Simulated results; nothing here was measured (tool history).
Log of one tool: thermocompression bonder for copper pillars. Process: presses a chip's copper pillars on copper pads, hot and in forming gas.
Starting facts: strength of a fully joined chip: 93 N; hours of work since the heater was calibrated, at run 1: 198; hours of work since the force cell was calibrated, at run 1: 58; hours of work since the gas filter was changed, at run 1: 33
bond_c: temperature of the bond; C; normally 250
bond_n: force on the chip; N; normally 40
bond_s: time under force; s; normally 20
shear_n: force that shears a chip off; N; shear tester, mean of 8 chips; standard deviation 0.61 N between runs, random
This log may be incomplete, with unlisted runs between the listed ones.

| run | hour | bond_c | bond_n | bond_s | hours of work since the heater was calibrated | hours of work since the force cell was calibrated | hours of work since the gas filter was changed | shear_n |
|---|---|---|---|---|---|---|---|---|
| 1 | 0 | 250 | 40 | 20 | 198 | 58 | 33 | 33.9 |
| 2 | 10.7 | 259 | 40 | 20 | 203 | 63 | 38 | 38.9 |
| 3 | 21 | 259 | 40 | 20 | 208 | 68 | 43 | 37.9 |
| 4 | 30.9 | 259 | 40 | 20 | 213 | 73 | 48 | 39.3 |
| 5 | 43.7 | 250 | 55 | 20 | 219 | 79 | 54 | 39.2 |
| 6 | 52 | 250 | 40 | 27 | 223 | 83 | 58 | 37.2 |
| 7 | 58.6 | 250 | 40 | 27 | 226 | 86 | 61 | 36.7 |
| 8 | 71.4 | 250 | 40 | 27 | 232 | 92 | 67 | 37 |
| 9 | 84.1 | 250 | 40 | 20 | 238 | 98 | 73 | 33.5 |
| 10 | 94.3 | 250 | 40 | 20 | 243 | 103 | 78 | 33.1 |
| 11 | 105.9 | 250 | 40 | 19 | 248 | 108 | 83 | 33.6 |
| 12 | 113 | 250 | 41 | 20 | 251 | 111 | 86 | 34.1 |
| 13 | 128.1 | 250 | 41 | 20 | 258 | 119 | 94 | 33.7 |
| 14 | 142.2 | 238 | 41 | 41 | 265 | 125 | 100 | 35.8 |
| 15 | 154.9 | 238 | 39 | 29 | 271 | 131 | 106 | 32.4 |
| 16 | 168.5 | 228 | 39 | 11 | 278 | 138 | 113 | 16.9 |
| 17 | 177.8 | 254 | 50 | 39 | 282 | 142 | 117 | 50.1 |
| 18 | 188 | 250 | 40 | 35 | 287 | 147 | 122 | 40.6 |
| 19 | 203.1 | 250 | 40 | 35 | 294 | 154 | 129 | 40 |
| 20 | 213.1 | 250 | 40 | 13 | 299 | 159 | 134 | 27.8 |
| 21 | 219.9 | 250 | 36 | 12 | 302 | 162 | 137 | 25.2 |
| 22 | 233.2 | 250 | 36 | 12 | 308 | 168 | 143 | 25.4 |
| 23 | 246.7 | 263 | 30 | 16 | 314 | 175 | 149 | 31.4 |
| 24 | 258.1 | 250 | 40 | 38 | 320 | 180 | 155 | 40.9 |
| 25 | 265.4 | 250 | 40 | 38 | 323 | 183 | 158 | 39.9 |
| 26 | 280.4 | 267 | 40 | 33 | 330 | 190 | 165 | 48.3 |

3 ways to go on from here, each from the tool as it stands after run 26. What would each give?
| A | 289 | 262 | 41 | 20 | 334 | 195 | 169 | ? |
| B | 289 | 228 | 37 | 28 | 334 | 195 | 169 | ? |
| C | 289 | 222 | 35 | 58 | 334 | 195 | 169 | ? |

| run | shear_n |
|---|---|
| A | 38.4 |
| B | 23.1 |
| C | 29.1 |
Without the tool's unlogged condition, the same runs would have read:
| run | shear_n |
|---|---|
| A | 43.2 |
| B | 26.4 |
| C | 33.1 |

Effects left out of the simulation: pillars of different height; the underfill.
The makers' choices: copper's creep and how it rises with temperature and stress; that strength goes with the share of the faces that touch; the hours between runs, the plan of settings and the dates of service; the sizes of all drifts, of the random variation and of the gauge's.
